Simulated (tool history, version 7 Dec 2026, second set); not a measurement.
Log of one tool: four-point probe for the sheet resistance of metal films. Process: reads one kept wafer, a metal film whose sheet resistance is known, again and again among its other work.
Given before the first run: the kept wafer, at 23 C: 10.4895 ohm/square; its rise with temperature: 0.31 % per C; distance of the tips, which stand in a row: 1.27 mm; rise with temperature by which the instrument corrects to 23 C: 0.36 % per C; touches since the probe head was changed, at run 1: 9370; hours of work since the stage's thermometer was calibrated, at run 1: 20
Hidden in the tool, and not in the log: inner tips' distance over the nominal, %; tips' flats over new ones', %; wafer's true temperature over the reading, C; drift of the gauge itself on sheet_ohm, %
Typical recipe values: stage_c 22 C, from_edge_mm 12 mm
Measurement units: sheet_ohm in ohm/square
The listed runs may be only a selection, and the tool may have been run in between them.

run,day,stage_c,from_edge_mm,touches since the probe head was changed,hours of work since the stage's thermometer was calibrated,sheet_ohm
1,0,22,12,9370,20,10.61261
2,0.754,22,12,9697,28,10.608637
3,1.696,22,12,10105,38,10.615966
4,2.708,19,12,10544,49,10.631249
5,3.254,19,12,10783,54,10.629914
6,3.717,19,35,10983,59,10.575061
7,4.504,19,35,11326,67,10.570644
8,5.512,22,12,11763,78,10.613884
9,6.504,22,12,12193,88,10.612686
10,7.162,22,12,12478,95,10.612845
11,7.833,22,12,12770,102,10.614188
12,8.867,22,12,13218,113,10.617036
13,9.671,19,12,13567,122,10.635248
14,10.725,19,12,14026,133,10.631143
15,11.221,22,30,14240,138,10.562858
16,11.8,22,53,14493,144,10.553779
17,12.458,22,53,14777,151,10.555733
18,13.517,22,7,15237,162,10.737974
19,13.979,22,75,15437,167,10.55554
# day 14.067: stage's thermometer calibrated
20,14.725,22,75,15752,7,10.55687
21,15.767,22,75,16205,18,10.55274
22,16.292,24,12,16432,23,10.607517
23,16.812,24,12,16659,29,10.604474
24,17.479,20,12,16948,36,10.627284
# day 17.562: stage's thermometer calibrated, once more
25,18.004,20,12,17167,5,10.626262
26,18.433,22,26,17352,9,10.564754
27,19.221,22,48,17695,17,10.557802

What will run 28 give?
28,19.921,22,12,17999,25,?

Run 28 came out at sheet_ohm 10.614443 ohm/square.
The same run, on a tool lacking any hidden state, would have yielded sheet_ohm 10.556846 ohm/square.
